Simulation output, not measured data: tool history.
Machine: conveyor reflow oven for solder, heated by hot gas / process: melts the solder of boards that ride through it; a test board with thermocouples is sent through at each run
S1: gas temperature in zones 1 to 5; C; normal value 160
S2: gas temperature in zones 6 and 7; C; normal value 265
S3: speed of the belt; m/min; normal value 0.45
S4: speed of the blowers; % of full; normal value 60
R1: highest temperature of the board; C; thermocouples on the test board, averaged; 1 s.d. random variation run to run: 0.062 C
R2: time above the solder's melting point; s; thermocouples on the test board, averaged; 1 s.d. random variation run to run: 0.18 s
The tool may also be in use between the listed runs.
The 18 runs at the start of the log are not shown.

run   hour   S1   S2     S3  S4      R1    R2
 19  155.1  171  276  0.477  51  250.27  60.4
 20  162.8  160  265  0.518  78  245.95    50
 21  172.6  160  265  0.518  78  245.89  50.4
 22  183.2  164  279  0.378  55  262.38    88
 23  191.4  166  261  0.425  71   247.8  67.4
 24  197.4  165  265  0.432  60  247.43  63.8
 25    206  165  268  0.432  85  256.65    75
 26    215  165  268  0.432  85  256.76  74.5
 27    224  159  277  0.372  88  268.77    95
 28  234.6  155  262   0.45  53  238.41  45.6
 29    239  173  261   0.51  63   240.9  48.7
 30    247  173  261   0.51  63  240.95  48.7

3 ways to go on from here, each from the tool as it stands after run 30. What would each give?
  A  253.6  159  263   0.51  63   ?   ?
  B  253.6  160  265  0.378  71   ?   ?
  C  253.6  155  265  0.467  67   ?   ?

run      R1    R2
  A  239.52  42.4
  B  253.84  80.8
  C  245.27  53.1
Take away the tool's hidden state, keep each run's random variation, and the runs would have read:
run      R1    R2
  A   239.5  42.4
  B  253.82  80.8
  C  245.25    53
